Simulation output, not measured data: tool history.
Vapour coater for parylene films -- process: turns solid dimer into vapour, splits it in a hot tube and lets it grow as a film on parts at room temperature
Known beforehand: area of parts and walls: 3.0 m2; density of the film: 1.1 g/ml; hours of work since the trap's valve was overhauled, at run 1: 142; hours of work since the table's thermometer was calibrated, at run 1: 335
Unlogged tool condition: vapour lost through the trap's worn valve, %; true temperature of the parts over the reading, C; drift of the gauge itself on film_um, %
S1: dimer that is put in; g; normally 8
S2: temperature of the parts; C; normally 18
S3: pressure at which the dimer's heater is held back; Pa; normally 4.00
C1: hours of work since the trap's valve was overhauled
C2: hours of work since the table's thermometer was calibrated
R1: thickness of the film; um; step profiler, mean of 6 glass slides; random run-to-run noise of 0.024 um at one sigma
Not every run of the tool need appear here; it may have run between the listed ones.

run	day	S1	S2	S3	C1	C2	R1
1	0.000	8	18	4.00	142	335	1.63
2	0.554	8	18	4.00	154	346	1.60
3	1.196	8	18	9.21	168	360	1.34
4	1.633	8	18	5.24	177	369	1.50
5	2.375	8	18	4.00	192	385	1.54
6	2.775	4	18	4.00	201	393	0.77
7	3.354	8	12	4.00	213	406	1.94
8	4.175	8	12	4.00	230	423	1.89
9	4.529	8	18	4.00	238	430	1.50
# day 5.083: trap's valve overhauled
10	5.308	8	18	4.00	5	443	1.71
11	5.662	8	18	4.00	12	451	1.81
12	6.217	8	18	4.00	24	462	1.79
13	6.604	8	18	4.00	32	470	1.76
14	6.975	8	29	4.00	40	478	1.10
15	7.696	8	29	4.00	55	493	1.11
16	8.067	8	29	4.00	63	501	1.16
17	8.554	8	29	4.00	73	512	1.14
18	9.012	8	18	4.00	83	521	1.71
19	9.525	8	18	4.00	94	532	1.65
# day 9.638: table's thermometer calibrated
20	9.946	8	18	4.00	102	6	1.65
21	10.738	8	18	4.00	118	23	1.67
22	11.438	8	18	4.00	133	38	1.64
23	12.221	8	18	4.00	149	54	1.63
# day 12.550: table's thermometer calibrated, once more
24	12.817	4	11	10.16	161	6	0.82
25	13.583	5	11	10.16	177	22	1.04
26	14.192	9	23	11.59	190	35	1.18
27	14.775	12	12	2.59	202	47	3.05
28	15.588	12	12	3.00	220	64	3.04
29	16.408	4	16	11.30	237	81	0.64
# day 16.975: trap's valve overhauled
30	16.979	12	18	7.11	0	90	2.34
31	17.604	12	18	7.11	13	103	2.29
32	18.208	12	18	7.11	26	116	2.30
33	18.708	12	18	7.11	36	126	2.27
34	19.262	13	18	7.66	48	138	2.43
35	19.988	7	23	6.94	63	153	1.13
36	20.508	8	10	3.77	74	164	2.28
37	21.271	3	16	6.36	91	180	0.64
38	21.946	9	13	4.68	105	195	2.20
39	22.742	9	13	4.68	122	211	2.12
40	23.283	9	13	4.68	133	223	2.15
41	24.096	12	28	2.13	150	240	1.93
42	24.692	12	28	2.13	163	252	1.88
43	25.079	3	18	7.98	171	261	0.48
44	25.621	5	11	7.56	182	272	1.19
45	26.367	5	11	7.56	198	288	1.09
46	27.167	5	12	6.86	215	305	1.09

What if the next run were any one of these 4? Each begins from the tool's condition after run 46:
A	27.875	12	15	7.35	230	319	?
B	27.875	3	18	4.00	230	319	?
C	27.875	5	17	4.06	230	319	?
D	27.875	5	15	11.16	230	319	?

run	R1
A	2.33
B	0.59
C	0.99
D	0.86
The same runs, with their run-to-run variation unchanged, on a tool lacking any hidden condition would have given:
run	R1
A	2.67
B	0.68
C	1.14
D	0.99

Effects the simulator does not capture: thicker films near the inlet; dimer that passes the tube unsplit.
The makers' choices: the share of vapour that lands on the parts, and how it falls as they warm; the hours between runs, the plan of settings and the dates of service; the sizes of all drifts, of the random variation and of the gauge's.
